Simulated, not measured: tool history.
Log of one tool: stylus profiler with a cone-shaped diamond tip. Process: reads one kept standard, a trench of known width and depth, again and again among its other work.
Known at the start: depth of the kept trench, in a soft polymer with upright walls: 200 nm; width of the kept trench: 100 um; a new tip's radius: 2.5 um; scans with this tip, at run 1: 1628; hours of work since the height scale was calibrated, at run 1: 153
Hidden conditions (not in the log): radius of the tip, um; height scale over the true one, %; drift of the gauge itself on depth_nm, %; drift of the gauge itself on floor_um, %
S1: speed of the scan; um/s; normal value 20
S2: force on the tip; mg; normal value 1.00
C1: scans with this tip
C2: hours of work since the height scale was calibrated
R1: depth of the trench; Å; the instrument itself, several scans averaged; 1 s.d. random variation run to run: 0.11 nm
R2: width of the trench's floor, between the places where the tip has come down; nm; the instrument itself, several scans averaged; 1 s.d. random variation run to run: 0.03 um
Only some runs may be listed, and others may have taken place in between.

run	hour	S1	S2	C1	C2	R1	R2
1	0.0	20	1.00	1628	153	2020.3	97770
2	51.0	20	1.00	1989	187	2019.3	97830
3	122.1	29	1.00	2492	234	2021.0	97670
4	222.3	29	1.00	3201	300	2021.3	97600
5	314.2	29	1.00	3851	361	2021.9	97660
6	358.9	20	1.00	4167	391	2022.3	97730
7	427.4	7	2.29	4652	436	2035.1	97860
8	509.8	7	1.27	5235	491	2025.5	97800
9	601.1	13	0.43	5881	552	2014.0	97650
10	651.0	32	2.78	6234	585	2042.3	97650
11	714.3	32	2.78	6682	627	2039.8	97640

Consider 4 possible next runs. They are alternatives, not a sequence: every one starts from the tool as it was left by run 11. What does each give?
A	792.5	20	1.15	7235	679	?	?
B	792.5	8	0.47	7235	679	?	?
C	792.5	10	1.00	7235	679	?	?
D	792.5	38	1.70	7235	679	?	?

run	R1	R2
A	2027.2	97600
B	2015.7	97670
C	2022.9	97710
D	2031.6	97550
Without the tool's hidden state the same runs would have given:
run	R1	R2
A	2020.8	97830
B	2009.4	97900
C	2016.5	97940
D	2025.2	97780
